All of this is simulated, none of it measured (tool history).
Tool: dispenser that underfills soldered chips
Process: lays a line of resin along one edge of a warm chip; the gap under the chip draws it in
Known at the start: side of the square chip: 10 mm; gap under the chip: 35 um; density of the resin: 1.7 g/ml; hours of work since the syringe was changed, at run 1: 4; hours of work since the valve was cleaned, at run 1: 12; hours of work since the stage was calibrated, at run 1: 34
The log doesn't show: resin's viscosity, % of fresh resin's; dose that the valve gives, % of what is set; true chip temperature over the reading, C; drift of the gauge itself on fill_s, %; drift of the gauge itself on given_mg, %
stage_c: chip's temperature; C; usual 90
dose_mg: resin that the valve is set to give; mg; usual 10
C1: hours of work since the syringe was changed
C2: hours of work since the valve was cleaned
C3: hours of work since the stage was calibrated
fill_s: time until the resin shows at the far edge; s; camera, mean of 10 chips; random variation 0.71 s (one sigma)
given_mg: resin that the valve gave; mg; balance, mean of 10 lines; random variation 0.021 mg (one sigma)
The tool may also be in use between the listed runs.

run 1 hour=0 | stage_c=90 dose_mg=10 | C1=4 C2=12 C3=34 | fill_s=79.1 given_mg=10
run 2 hour=7.1 | stage_c=77 dose_mg=10 | C1=8 C2=17 C3=39 | fill_s=146.2 given_mg=9.94
-- hour=11.8 new syringe of resin
run 3 hour=14.9 | stage_c=85 dose_mg=10 | C1=2 C2=21 C3=44 | fill_s=81.3 given_mg=9.88
run 4 hour=21.8 | stage_c=85 dose_mg=10 | C1=6 C2=26 C3=48 | fill_s=101.2 given_mg=9.92
-- hour=30.3 new syringe of resin
run 5 hour=33 | stage_c=85 dose_mg=10 | C1=2 C2=33 C3=55 | fill_s=79.6 given_mg=9.87
run 6 hour=39.8 | stage_c=90 dose_mg=9.8 | C1=6 C2=37 C3=59 | fill_s=87.1 given_mg=9.61
-- hour=48.7 new syringe of resin
run 7 hour=50.9 | stage_c=90 dose_mg=9.8 | C1=1 C2=44 C3=66 | fill_s=68.2 given_mg=9.61
-- hour=58.2 dispensing valve cleaned and set on the balance
run 8 hour=60.1 | stage_c=90 dose_mg=10 | C1=7 C2=1 C3=71 | fill_s=88.6 given_mg=9.97
-- hour=68.5 new syringe of resin
run 9 hour=75.4 | stage_c=90 dose_mg=10 | C1=4 C2=11 C3=81 | fill_s=79 given_mg=9.97
-- hour=87 new syringe of resin
run 10 hour=89.4 | stage_c=90 dose_mg=10 | C1=2 C2=19 C3=90 | fill_s=68.9 given_mg=9.88
run 11 hour=101.8 | stage_c=89 dose_mg=10 | C1=9 C2=27 C3=97 | fill_s=104.2 given_mg=9.84
-- hour=104.8 new syringe of resin
run 12 hour=115.3 | stage_c=89 dose_mg=10 | C1=7 C2=36 C3=106 | fill_s=90.7 given_mg=9.8
-- hour=122.6 new syringe of resin
run 13 hour=126.7 | stage_c=90 dose_mg=10 | C1=3 C2=43 C3=113 | fill_s=73.7 given_mg=9.77
run 14 hour=133.3 | stage_c=90 dose_mg=10 | C1=7 C2=47 C3=117 | fill_s=88.8 given_mg=9.8
-- hour=136.5 dispensing valve cleaned and set on the balance
-- hour=142.3 new syringe of resin
run 15 hour=145.3 | stage_c=90 dose_mg=10 | C1=2 C2=5 C3=124 | fill_s=71.7 given_mg=9.89
run 16 hour=157.5 | stage_c=90 dose_mg=10 | C1=10 C2=13 C3=132 | fill_s=104.1 given_mg=9.88
-- hour=160.6 new syringe of resin
run 17 hour=171.9 | stage_c=97 dose_mg=10 | C1=7 C2=22 C3=141 | fill_s=76.8 given_mg=9.83
-- hour=178.6 new syringe of resin
run 18 hour=181.1 | stage_c=90 dose_mg=10 | C1=2 C2=28 C3=146 | fill_s=68.1 given_mg=9.81
run 19 hour=188.9 | stage_c=90 dose_mg=10 | C1=7 C2=33 C3=151 | fill_s=87 given_mg=9.78
-- hour=197.2 new syringe of resin
run 20 hour=198.5 | stage_c=101 dose_mg=9.8 | C1=1 C2=39 C3=157 | fill_s=49.1 given_mg=9.55
run 21 hour=208.6 | stage_c=101 dose_mg=9.8 | C1=7 C2=45 C3=164 | fill_s=67.9 given_mg=9.52
-- hour=214 dispensing valve cleaned and set on the balance
-- hour=215.9 new syringe of resin
run 22 hour=220.8 | stage_c=101 dose_mg=9.8 | C1=3 C2=4 C3=171 | fill_s=55 given_mg=9.75
run 23 hour=232.5 | stage_c=79 dose_mg=12.5 | C1=11 C2=12 C3=178 | fill_s=148.6 given_mg=12.48
-- hour=235 new syringe of resin
run 24 hour=246.9 | stage_c=79 dose_mg=12.5 | C1=8 C2=21 C3=187 | fill_s=131.9 given_mg=12.38
-- hour=253.2 new syringe of resin
run 25 hour=261.7 | stage_c=78 dose_mg=10.9 | C1=5 C2=30 C3=196 | fill_s=120.9 given_mg=10.76
run 26 hour=269.8 | stage_c=86 dose_mg=10.1 | C1=11 C2=35 C3=201 | fill_s=121.9 given_mg=9.95
-- hour=270.9 new syringe of resin
run 27 hour=285 | stage_c=77 dose_mg=11.2 | C1=9 C2=44 C3=211 | fill_s=147.2 given_mg=10.98
-- hour=289.4 new syringe of resin
-- hour=291.7 dispensing valve cleaned and set on the balance
run 28 hour=299.1 | stage_c=77 dose_mg=11.2 | C1=6 C2=5 C3=219 | fill_s=124.1 given_mg=11.27
run 29 hour=306.8 | stage_c=99 dose_mg=9.6 | C1=10 C2=10 C3=224 | fill_s=82.8 given_mg=9.6
-- hour=308.2 new syringe of resin
run 30 hour=314.6 | stage_c=90 dose_mg=9.2 | C1=4 C2=14 C3=229 | fill_s=79.2 given_mg=9.21
run 31 hour=322.4 | stage_c=92 dose_mg=11 | C1=9 C2=19 C3=234 | fill_s=93.1 given_mg=10.95
-- hour=326.7 new syringe of resin
run 32 hour=331.3 | stage_c=87 dose_mg=10.7 | C1=3 C2=25 C3=239 | fill_s=79.4 given_mg=10.63
run 33 hour=338.5 | stage_c=97 dose_mg=10 | C1=7 C2=29 C3=244 | fill_s=76.9 given_mg=9.89
-- hour=344.6 new syringe of resin
run 34 hour=345.1 | stage_c=100 dose_mg=10.9 | C1=0 C2=33 C3=248 | fill_s=48.9 given_mg=10.78
run 35 hour=358.6 | stage_c=91 dose_mg=12.2 | C1=9 C2=42 C3=256 | fill_s=97.2 given_mg=12.01

3 ways to go on from here, each from the tool as it stands after run 35. What would each give?
-- hour=363.5 new syringe of resin
-- hour=369.5 dispensing valve cleaned and set on the balance
run A hour=372.1 | stage_c=89 dose_mg=10.9 | C1=5 C2=2 C3=264 | fill_s=? given_mg=?
-- hour=363.5 new syringe of resin
-- hour=369.5 dispensing valve cleaned and set on the balance
run B hour=372.1 | stage_c=85 dose_mg=10 | C1=5 C2=2 C3=264 | fill_s=? given_mg=?
-- hour=363.5 new syringe of resin
-- hour=369.5 dispensing valve cleaned and set on the balance
run C hour=372.1 | stage_c=91 dose_mg=8.6 | C1=5 C2=2 C3=264 | fill_s=? given_mg=?

run=A fill_s=87.7 given_mg=10.93
run=B fill_s=97.1 given_mg=10
run=C fill_s=84 given_mg=8.58
Without the tool's hidden state the same runs would have given:
run=A fill_s=66.6 given_mg=10.93
run=B fill_s=73.5 given_mg=10
run=C fill_s=63.8 given_mg=8.58
